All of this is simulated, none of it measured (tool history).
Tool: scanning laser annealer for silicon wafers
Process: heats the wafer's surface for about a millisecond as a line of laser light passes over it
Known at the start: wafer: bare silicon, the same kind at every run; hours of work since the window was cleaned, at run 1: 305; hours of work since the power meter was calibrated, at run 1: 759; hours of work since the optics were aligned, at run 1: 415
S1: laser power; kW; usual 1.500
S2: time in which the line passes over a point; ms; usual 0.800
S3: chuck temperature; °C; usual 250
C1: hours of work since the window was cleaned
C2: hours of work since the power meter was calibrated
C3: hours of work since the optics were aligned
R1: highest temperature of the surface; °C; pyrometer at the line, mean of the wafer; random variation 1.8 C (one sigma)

run	hour	S1	S2	S3	C1	C2	C3	R1
1	0.0	1.500	0.800	250	305	759	415	917
2	20.8	1.500	0.800	239	318	772	428	907
3	43.4	1.500	0.800	239	332	787	442	908
4	67.5	1.500	0.800	239	348	802	458	901
5	88.4	1.500	0.800	262	361	815	471	923
6	121.1	1.500	0.740	250	381	836	491	880
# hour 145.7: window over the wafer cleaned
7	150.6	1.500	0.817	250	3	853	509	949
8	171.7	1.500	0.817	250	16	866	522	945
9	188.1	1.500	0.817	250	27	877	533	947
10	220.9	1.500	0.817	250	48	898	553	943
11	246.8	1.500	0.800	250	64	914	570	933
12	264.2	1.500	0.601	250	75	925	581	834
13	298.7	1.500	0.800	250	97	947	602	925
14	326.1	1.469	0.800	250	114	964	620	910
# hour 333.7: optics aligned, line set to its width
15	363.7	1.469	0.800	250	135	985	19	904
16	391.8	1.500	0.800	250	152	1002	37	918
# hour 410.1: optics aligned, line set to its width, once more
17	415.3	1.500	0.800	250	164	1014	3	937
18	438.2	1.500	0.800	250	179	1029	18	935
19	459.1	1.500	0.800	250	192	1042	31	936
20	493.8	1.500	0.800	250	214	1064	53	933
21	527.3	1.292	0.800	282	235	1085	74	852
22	554.0	1.351	0.800	276	252	1102	91	878
23	587.1	1.351	0.800	276	273	1123	112	875
24	605.4	1.455	0.712	289	284	1134	123	900
25	620.8	1.455	0.694	289	294	1144	133	890
26	637.5	1.627	0.725	241	305	1155	144	937
27	658.2	1.627	0.725	241	318	1168	157	938
28	691.7	1.503	0.581	267	339	1189	178	824
29	706.1	1.503	0.581	267	348	1198	187	825
30	728.9	1.502	0.934	275	362	1212	202	1000
31	761.6	1.502	0.934	275	383	1233	222	997
# hour 782.3: window over the wafer cleaned
32	791.6	1.502	0.934	275	6	1251	240	1037
33	809.8	1.500	0.800	258	17	1262	251	957
34	830.6	1.500	0.833	258	31	1275	265	967
35	862.9	1.521	0.954	212	51	1296	285	987
36	887.3	1.362	0.583	217	66	1311	300	734
37	913.3	1.384	0.948	270	83	1328	317	959
38	931.9	1.601	0.858	271	95	1339	329	1039
39	947.4	1.601	0.858	217	104	1349	338	985
40	968.9	1.610	0.677	250	118	1363	352	926

Forecast each of these 4 alternatives for the next run:
A	997.8	1.610	0.677	287	136	1381	370	?
B	997.8	1.413	0.564	250	136	1381	370	?
C	997.8	1.500	0.800	278	136	1381	370	?
D	997.8	1.610	0.677	240	136	1381	370	?

run	R1
A	959
B	770
C	960
D	913
Without the tool's hidden state the same runs would have given:
run	R1
A	989
B	793
C	990
D	942
